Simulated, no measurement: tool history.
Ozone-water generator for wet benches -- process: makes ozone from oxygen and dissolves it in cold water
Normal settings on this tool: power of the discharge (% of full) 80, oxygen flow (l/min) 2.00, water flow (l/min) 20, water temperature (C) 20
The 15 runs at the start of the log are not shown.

| run | hour | power of the discharge (% of full) | oxygen flow (l/min) | water flow (l/min) | water temperature (C) | hours of work since the electrodes were changed | hours of work since the contactor was cleaned | hours of work since the thermometer was calibrated | dissolved ozone (ppm) | ozone in the gas ahead of the water (g/m3) |
|---|---|---|---|---|---|---|---|---|---|---|
| 16 | 333.9 | 50 | 2.00 | 20 | 20 | 1251 | 5389 | 1956 | 7.4 | 191.8 |
| 17 | 353.4 | 50 | 1.41 | 24 | 23 | 1268 | 5406 | 1973 | 5.6 | 240.7 |
| 18 | 373.4 | 80 | 2.00 | 20 | 20 | 1286 | 5424 | 1991 | 9.7 | 251.5 |
| 19 | 394.6 | 80 | 1.42 | 20 | 20 | 1304 | 5443 | 2010 | 9.2 | 316.0 |
| 20 | 411.1 | 80 | 1.42 | 20 | 20 | 1319 | 5457 | 2024 | 9.3 | 319.2 |
| 21 | 424.4 | 80 | 2.39 | 31 | 20 | 1331 | 5469 | 2036 | 5.7 | 225.5 |
| 22 | 439.1 | 49 | 1.74 | 31 | 13 | 1344 | 5482 | 2049 | 4.4 | 206.4 |
| 23 | 468.6 | 45 | 2.00 | 20 | 12 | 1370 | 5508 | 2075 | 7.1 | 176.7 |
| 24 | 484.8 | 45 | 2.00 | 20 | 12 | 1384 | 5522 | 2089 | 7.3 | 176.7 |
| 25 | 502.8 | 77 | 2.40 | 13 | 27 | 1400 | 5538 | 2105 | 13.4 | 218.2 |
| 26 | 526.1 | 80 | 1.75 | 16 | 14 | 1421 | 5559 | 2126 | 12.7 | 275.7 |
| 27 | 554.1 | 80 | 3.33 | 29 | 12 | 1445 | 5583 | 2151 | 6.9 | 181.3 |
| 28 | 577.9 | 80 | 3.33 | 29 | 12 | 1466 | 5604 | 2172 | 7.3 | 178.9 |
| 29 | 606.1 | 54 | 2.04 | 29 | 12 | 1491 | 5629 | 2197 | 5.1 | 196.6 |
| 30 | 625.7 | 99 | 1.33 | 16 | 12 | 1509 | 5647 | 2214 | 14.2 | 375.8 |
| 31 | 650.2 | 99 | 1.33 | 26 | 12 | 1530 | 5668 | 2236 | 8.0 | 377.2 |
| 32 | 672.8 | 82 | 1.78 | 17 | 13 | 1550 | 5688 | 2256 | 12.3 | 276.5 |

Below are 4 alternative next runs, each starting from the tool's condition after run 32. Predict each:
| A | 690.3 | 82 | 2.02 | 16 | 13 | 1566 | 5704 | 2271 | ? | ? |
| B | 690.3 | 80 | 2.86 | 20 | 20 | 1566 | 5704 | 2271 | ? | ? |
| C | 690.3 | 82 | 1.78 | 31 | 13 | 1566 | 5704 | 2271 | ? | ? |
| D | 690.3 | 80 | 2.00 | 23 | 14 | 1566 | 5704 | 2271 | ? | ? |

| run | dissolved ozone (ppm) | ozone in the gas ahead of the water (g/m3) |
|---|---|---|
| A | 13.0 | 253.4 |
| B | 9.5 | 198.4 |
| C | 5.9 | 278.0 |
| D | 8.5 | 252.1 |
Had the tool no hidden state, the same runs would have come out as:
| run | dissolved ozone (ppm) | ozone in the gas ahead of the water (g/m3) |
|---|---|---|
| A | 14.5 | 258.1 |
| B | 10.7 | 202.0 |
| C | 6.7 | 283.1 |
| D | 9.5 | 256.7 |
